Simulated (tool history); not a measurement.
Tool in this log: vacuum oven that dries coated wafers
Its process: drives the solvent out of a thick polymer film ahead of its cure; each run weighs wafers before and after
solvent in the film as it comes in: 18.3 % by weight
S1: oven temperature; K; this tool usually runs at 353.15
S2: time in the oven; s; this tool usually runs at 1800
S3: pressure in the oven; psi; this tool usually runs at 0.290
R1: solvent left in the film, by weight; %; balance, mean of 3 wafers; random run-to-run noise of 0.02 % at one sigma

{"run": 1, "day": 0.0, "S1": 353.15, "S2": 1800, "S3": 0.29, "R1": 4.22}
{"run": 2, "day": 0.329, "S1": 353.15, "S2": 3180, "S3": 0.29, "R1": 2.3}
{"run": 3, "day": 0.629, "S1": 353.15, "S2": 3180, "S3": 0.29, "R1": 2.27}
{"run": 4, "day": 0.992, "S1": 353.15, "S2": 1620, "S3": 0.29, "R1": 4.7}
{"run": 5, "day": 1.433, "S1": 353.15, "S2": 2940, "S3": 0.29, "R1": 2.45}
{"run": 6, "day": 1.908, "S1": 353.15, "S2": 2940, "S3": 0.29, "R1": 2.5}
{"run": 7, "day": 2.396, "S1": 353.15, "S2": 2940, "S3": 0.29, "R1": 2.49}
{"run": 8, "day": 2.667, "S1": 350.15, "S2": 1800, "S3": 0.29, "R1": 4.96}
{"run": 9, "day": 3.121, "S1": 350.15, "S2": 1800, "S3": 0.29, "R1": 4.95}
{"run": 10, "day": 3.379, "S1": 350.15, "S2": 1800, "S3": 0.29, "R1": 4.98}
{"run": 11, "day": 3.875, "S1": 355.15, "S2": 1800, "S3": 0.29, "R1": 3.83}
{"run": 12, "day": 4.308, "S1": 355.15, "S2": 1800, "S3": 0.29, "R1": 3.79}
{"run": 13, "day": 4.65, "S1": 355.15, "S2": 1800, "S3": 0.29, "R1": 3.81}
{"run": 14, "day": 5.121, "S1": 355.15, "S2": 1800, "S3": 0.29, "R1": 3.8}
{"run": 15, "day": 5.542, "S1": 355.15, "S2": 1800, "S3": 0.29, "R1": 3.85}
{"day": 5.629, "done": "vacuum gauge cleaned of residue and calibrated"}
{"run": 16, "day": 5.858, "S1": 357.15, "S2": 1800, "S3": 0.29, "R1": 3.39}
{"run": 17, "day": 6.208, "S1": 353.15, "S2": 1920, "S3": 0.29, "R1": 3.98}
{"run": 18, "day": 6.646, "S1": 353.15, "S2": 1920, "S3": 0.29, "R1": 3.99}
{"run": 19, "day": 7.058, "S1": 353.15, "S2": 1800, "S3": 0.367, "R1": 4.6}
{"run": 20, "day": 7.525, "S1": 353.15, "S2": 1800, "S3": 0.367, "R1": 4.58}
{"run": 21, "day": 8.012, "S1": 353.15, "S2": 1800, "S3": 0.29, "R1": 4.3}
{"run": 22, "day": 8.358, "S1": 353.15, "S2": 1800, "S3": 0.29, "R1": 4.26}
{"day": 8.571, "done": "vacuum gauge cleaned of residue and calibrated, once more"}
{"run": 23, "day": 8.662, "S1": 353.15, "S2": 1800, "S3": 0.29, "R1": 4.19}
{"run": 24, "day": 9.117, "S1": 353.15, "S2": 1800, "S3": 0.29, "R1": 4.26}
{"run": 25, "day": 9.571, "S1": 358.15, "S2": 2280, "S3": 0.367, "R1": 2.67}
{"run": 26, "day": 10.067, "S1": 358.15, "S2": 2280, "S3": 0.367, "R1": 2.71}
{"run": 27, "day": 10.279, "S1": 354.15, "S2": 1800, "S3": 0.29, "R1": 4.01}
{"run": 28, "day": 10.558, "S1": 347.15, "S2": 2700, "S3": 0.241, "R1": 3.64}
{"run": 29, "day": 11.004, "S1": 347.15, "S2": 900, "S3": 0.158, "R1": 8.58}
{"run": 30, "day": 11.496, "S1": 347.15, "S2": 900, "S3": 0.158, "R1": 8.59}
{"run": 31, "day": 11.942, "S1": 347.15, "S2": 1320, "S3": 0.158, "R1": 6.67}
{"run": 32, "day": 12.354, "S1": 350.15, "S2": 1980, "S3": 0.335, "R1": 4.77}
{"run": 33, "day": 12.683, "S1": 368.15, "S2": 1260, "S3": 0.735, "R1": 3.85}
{"run": 34, "day": 13.033, "S1": 368.15, "S2": 1260, "S3": 0.28, "R1": 2.73}
{"run": 35, "day": 13.396, "S1": 353.15, "S2": 2760, "S3": 0.151, "R1": 2.0}
{"run": 36, "day": 13.75, "S1": 339.15, "S2": 2760, "S3": 1.083, "R1": 11.63}
{"run": 37, "day": 14.0, "S1": 365.15, "S2": 1680, "S3": 0.339, "R1": 2.37}
{"run": 38, "day": 14.496, "S1": 365.15, "S2": 1680, "S3": 0.339, "R1": 2.41}
{"run": 39, "day": 14.883, "S1": 353.15, "S2": 1800, "S3": 0.416, "R1": 4.84}
{"run": 40, "day": 15.354, "S1": 353.15, "S2": 1800, "S3": 0.416, "R1": 4.82}
{"run": 41, "day": 15.583, "S1": 353.15, "S2": 1800, "S3": 0.416, "R1": 4.79}
{"run": 42, "day": 15.862, "S1": 363.15, "S2": 2520, "S3": 0.988, "R1": 3.88}
{"run": 43, "day": 16.079, "S1": 348.15, "S2": 2040, "S3": 0.722, "R1": 7.1}
{"run": 44, "day": 16.3, "S1": 348.15, "S2": 2040, "S3": 0.722, "R1": 7.14}
{"run": 45, "day": 16.771, "S1": 351.15, "S2": 2640, "S3": 0.29, "R1": 3.23}
{"run": 46, "day": 16.992, "S1": 351.15, "S2": 2640, "S3": 0.29, "R1": 3.23}

Below are 5 alternative next runs, each starting from the tool's condition after run 46. Predict each:
{"run": "A", "day": 17.496, "S1": 351.15, "S2": 2640, "S3": 0.184, "R1": "?"}
{"run": "B", "day": 17.496, "S1": 344.15, "S2": 1440, "S3": 0.29, "R1": "?"}
{"run": "C", "day": 17.496, "S1": 351.15, "S2": 2460, "S3": 0.29, "R1": "?"}
{"run": "D", "day": 17.496, "S1": 353.15, "S2": 1800, "S3": 0.605, "R1": "?"}
{"run": "E", "day": 17.496, "S1": 360.15, "S2": 2640, "S3": 1.073, "R1": "?"}

run=A R1=2.69
run=B R1=7.71
run=C R1=3.46
run=D R1=5.62
run=E R1=4.66
With no hidden state in the tool, these same runs would have given:
run=A R1=2.60
run=B R1=7.59
run=C R1=3.36
run=D R1=5.50
run=E R1=4.56

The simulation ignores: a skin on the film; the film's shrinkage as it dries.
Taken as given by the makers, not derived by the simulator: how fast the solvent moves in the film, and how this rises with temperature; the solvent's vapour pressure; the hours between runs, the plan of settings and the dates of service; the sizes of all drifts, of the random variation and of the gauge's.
